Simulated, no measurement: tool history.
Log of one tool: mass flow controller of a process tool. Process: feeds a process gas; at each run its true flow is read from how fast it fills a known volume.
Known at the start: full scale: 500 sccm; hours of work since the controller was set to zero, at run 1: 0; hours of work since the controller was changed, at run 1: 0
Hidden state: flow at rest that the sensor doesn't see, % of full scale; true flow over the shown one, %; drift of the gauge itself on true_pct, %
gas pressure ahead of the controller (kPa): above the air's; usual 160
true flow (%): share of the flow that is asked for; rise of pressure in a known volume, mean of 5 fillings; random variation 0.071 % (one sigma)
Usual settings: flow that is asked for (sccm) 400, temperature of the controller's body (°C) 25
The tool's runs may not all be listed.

run     hour  flow that is asked for (sccm)  gas pressure ahead of the controller (kPa)  temperature of the controller's body (°C)  hours of work since the controller was set to zero  hours of work since the controller was changed  true flow (%)
  1      0.0                            400                                         160                                         25                                                   0                                               0          99.64
  2    282.5                            400                                         160                                         25                                                 219                                             219          99.71
  3    497.9                            400                                         160                                         25                                                 385                                             385          99.71
  4    877.6                            400                                         160                                         25                                                 679                                             679          99.61
  5   1161.8                            400                                         160                                         25                                                 899                                             899          99.71
  6   1550.1                            400                                         160                                         25                                                1199                                            1199          99.67
  7   1898.4                            400                                         160                                         25                                                1468                                            1468          99.63
  8   2082.9                            400                                         160                                         25                                                1611                                            1611          99.61
  9   2401.1                             58                                         160                                         25                                                1857                                            1857          99.15
 10   2782.0                             58                                         160                                         25                                                2152                                            2152          99.02
 11   3090.2                             58                                         160                                         25                                                2390                                            2390          99.09
 12   3380.1                            400                                         224                                         25                                                2615                                            2615          99.96
 13   3702.9                            138                                         160                                         25                                                2864                                            2864          99.26
 14   3957.0                            138                                         160                                         25                                                3061                                            3061          99.28
 15   4175.1                            138                                         160                                         25                                                3230                                            3230          99.32
 16   4508.9                            400                                         160                                         25                                                3488                                            3488          99.77
 17   4900.1                            400                                         204                                         25                                                3790                                            3790          99.76
 18   5259.4                            400                                         204                                         25                                                4068                                            4068          99.87
 19   5481.7                            400                                         204                                         25                                                4240                                            4240          99.86
 20   5864.0                            306                                         204                                         25                                                4536                                            4536          99.67
 21   6041.0                            400                                         160                                         25                                                4673                                            4673          99.80
 22   6221.5                            400                                         160                                         25                                                4812                                            4812          99.79
 23   6426.5                            400                                         160                                         25                                                4971                                            4971          99.71
 24   6810.8                            400                                         160                                         25                                                5268                                            5268          99.66
 25   7135.8                            400                                         160                                         25                                                5520                                            5520          99.71
 26   7473.7                            400                                         146                                         21                                                5781                                            5781          99.38
 27   7897.8                            400                                         173                                         25                                                6109                                            6109          99.88
 28   8197.5                            400                                         189                                         20                                                6341                                            6341          99.54
 29   8607.7                            110                                         200                                         25                                                6658                                            6658          99.28
 30   8871.9                            110                                         200                                         25                                                6863                                            6863          99.32
 31   9048.9                            110                                         200                                         25                                                7000                                            7000          99.28
 32   9457.2                            286                                         272                                         25                                                7315                                            7315          99.99
 33   9718.3                            286                                         227                                         26                                                7517                                            7517          99.61
 34  10049.5                            286                                         227                                         26                                                7774                                            7774          99.64
 35  10380.2                            286                                         227                                         26                                                8029                                            8029          99.87
 36  10687.6                            400                                         242                                         25                                                8267                                            8267          99.98
 37  11006.6                            400                                         242                                         25                                                8514                                            8514         100.03
     11247.0  -- controller's zero set anew
 38  11437.4                            400                                         188                                         25                                                 147                                            8847          99.77
 39  11802.5                             97                                         188                                         21                                                 430                                            9129          99.25
 40  12053.2                             86                                         152                                         25                                                 624                                            9323          99.12
 41  12478.5                            419                                         152                                         25                                                 953                                            9652          99.62
 42  12811.9                            419                                         152                                         25                                                1211                                            9910          99.57
 43  13104.2                            489                                         183                                         25                                                1437                                           10136          99.87
 44  13506.7                             57                                         215                                         35                                                1748                                           10447          99.91
 45  13865.2                             68                                         178                                         23                                                2025                                           10725          99.26
 46  14180.3                            238                                         278                                         25                                                2269                                           10968          99.90

The next listed run, before its measurement:
 47  14404.2                            167                                         162                                         29                                                2442                                           11142              ?

Run 47 gave true flow (%) 99.44.
Without the tool's hidden state the same run would have given true flow (%) 99.45.
